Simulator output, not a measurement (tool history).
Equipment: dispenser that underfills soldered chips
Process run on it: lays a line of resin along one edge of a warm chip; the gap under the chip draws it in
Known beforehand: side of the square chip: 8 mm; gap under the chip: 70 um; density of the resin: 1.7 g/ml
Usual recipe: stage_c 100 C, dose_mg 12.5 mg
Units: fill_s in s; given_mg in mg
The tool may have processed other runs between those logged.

Run 1, hour 0: usual settings. Result: fill_s 26.9 s, given_mg 12.35 mg.
Run 2, hour 7.6: usual settings. Result: fill_s 36.6 s, given_mg 12.32 mg.
At hour 10.5: new syringe of resin.
Run 3, hour 17: usual settings. Result: fill_s 28.5 s, given_mg 12.24 mg.
At hour 24.8: new syringe of resin.
Run 4, hour 26.2: usual settings but dose_mg 12.3 mg. Result: fill_s 23.2 s, given_mg 11.97 mg.
At hour 34.2: dispensing valve cleaned and set on the balance.
Run 5, hour 38.8: usual settings but dose_mg 13.2 mg. Result: fill_s 35.9 s, given_mg 13.15 mg.
At hour 40: new syringe of resin.
Run 6, hour 45.1: usual settings but stage_c 96 C. Result: fill_s 30.6 s, given_mg 12.42 mg.
At hour 54.5: new syringe of resin.
Run 7, hour 56: usual settings but dose_mg 11.3 mg. Result: fill_s 23.6 s, given_mg 11.13 mg.
Run 8, hour 65.6: usual settings but dose_mg 15.6 mg. Result: fill_s 33.7 s, given_mg 15.38 mg.
At hour 68.6: new syringe of resin.
Run 9, hour 73.2: usual settings but dose_mg 15.6 mg. Result: fill_s 25.8 s, given_mg 15.26 mg.
At hour 82.9: new syringe of resin.
Run 10, hour 86: usual settings but dose_mg 15.6 mg. Result: fill_s 24 s, given_mg 15.3 mg.
Run 11, hour 94.2: usual settings but dose_mg 15.6 mg. Result: fill_s 32.8 s, given_mg 15.35 mg.
At hour 97.4: new syringe of resin.
Run 12, hour 104.2: usual settings. Result: fill_s 28.2 s, given_mg 12.25 mg.
At hour 112.2: new syringe of resin.
Run 13, hour 112.9: usual settings. Result: fill_s 22.8 s, given_mg 12.19 mg.
Run 14, hour 120.8: usual settings. Result: fill_s 31.1 s, given_mg 12.15 mg.
At hour 122.5: dispensing valve cleaned and set on the balance.
At hour 127.5: new syringe of resin.
Run 15, hour 128.8: usual settings. Result: fill_s 22.3 s, given_mg 12.49 mg.
Run 16, hour 134.6: usual settings but stage_c 114 C. Result: fill_s 17.4 s, given_mg 12.38 mg.
At hour 141.7: new syringe of resin.
Run 17, hour 142.6: usual settings but stage_c 114 C. Result: fill_s 13.8 s, given_mg 12.42 mg.
Run 18, hour 148.5: usual settings but stage_c 114 C. Result: fill_s 16.9 s, given_mg 12.48 mg.
At hour 156.4: new syringe of resin.
Run 19, hour 157.9: usual settings but stage_c 115 C, dose_mg 11.6 mg. Result: fill_s 13.6 s, given_mg 11.47 mg.
Run 20, hour 166.4: usual settings but dose_mg 13.9 mg. Result: fill_s 33 s, given_mg 13.8 mg.
At hour 171.1: new syringe of resin.
Run 21, hour 178.3: usual settings but stage_c 94 C, dose_mg 11.5 mg. Result: fill_s 35.7 s, given_mg 11.39 mg.
At hour 185.7: new syringe of resin.
Run 22, hour 186: usual settings but stage_c 97 C. Result: fill_s 24.7 s, given_mg 12.27 mg.
Run 23, hour 193.8: usual settings but stage_c 97 C. Result: fill_s 33.1 s, given_mg 12.22 mg.
At hour 200.5: new syringe of resin.
Run 24, hour 203.5: usual settings but stage_c 107 C, dose_mg 11.9 mg. Result: fill_s 18.8 s, given_mg 11.75 mg.
At hour 210.7: dispensing valve cleaned and set on the balance.
At hour 215.8: new syringe of resin.
Run 25, hour 215.8: usual settings but stage_c 87 C, dose_mg 13.4 mg. Result: fill_s 33.1 s, given_mg 13.31 mg.
Run 26, hour 226.8: usual settings but stage_c 115 C, dose_mg 16 mg. Result: fill_s 19.7 s, given_mg 15.86 mg.
At hour 229.9: new syringe of resin.
Run 27, hour 239.4: usual settings but stage_c 99 C, dose_mg 13.8 mg. Result: fill_s 32 s, given_mg 13.72 mg.
At hour 244.4: new syringe of resin.
Run 28, hour 246.2: usual settings but stage_c 88 C, dose_mg 11.1 mg. Result: fill_s 36.2 s, given_mg 10.91 mg.
Run 29, hour 252.1: usual settings but stage_c 88 C. Result: fill_s 45 s, given_mg 12.37 mg.
At hour 258.6: new syringe of resin.
Run 30, hour 259.5: usual settings but stage_c 88 C. Result: fill_s 34.3 s, given_mg 12.32 mg.
Run 31, hour 266.1: usual settings but stage_c 94 C, dose_mg 14 mg. Result: fill_s 35.5 s, given_mg 13.78 mg.
At hour 272.7: new syringe of resin.
Run 32, hour 276.5: usual settings but stage_c 102 C, dose_mg 14.7 mg. Result: fill_s 21.7 s, given_mg 14.45 mg.
Run 33, hour 284.8: usual settings but stage_c 102 C, dose_mg 14.7 mg. Result: fill_s 31.3 s, given_mg 14.39 mg.
At hour 287.2: new syringe of resin.
Run 34, hour 293.9: usual settings but stage_c 102 C, dose_mg 14.7 mg. Result: fill_s 25.4 s, given_mg 14.32 mg.

Here are 5 independent what-if runs from the current tool condition. What would each one return?
At hour 298.8: dispensing valve cleaned and set on the balance.
Run A, hour 301: usual settings but stage_c 107 C, dose_mg 14.7 mg. Result: fill_s ?, given_mg ?.
At hour 298.8: dispensing valve cleaned and set on the balance.
Run B, hour 301: usual settings but stage_c 111 C, dose_mg 16.1 mg. Result: fill_s ?, given_mg ?.
At hour 298.8: dispensing valve cleaned and set on the balance.
Run C, hour 301: usual settings but stage_c 91 C, dose_mg 10.8 mg. Result: fill_s ?, given_mg ?.
At hour 298.8: dispensing valve cleaned and set on the balance.
Run D, hour 301: usual settings but stage_c 110 C, dose_mg 13.1 mg. Result: fill_s ?, given_mg ?.
At hour 298.8: dispensing valve cleaned and set on the balance.
Run E, hour 301: usual settings but stage_c 105 C, dose_mg 12.7 mg. Result: fill_s ?, given_mg ?.

run  fill_s  given_mg
  A    26.9     14.65
  B    23.8     16.06
  C    50.2     10.88
  D    24.6      13.1
  E    29.7     12.68
Stripped of hidden state, with their random variation kept, the same runs would have yielded:
run  fill_s  given_mg
  A    16.2     14.69
  B    14.4      16.1
  C    30.1     10.91
  D    14.6     13.13
  E    17.9     12.71
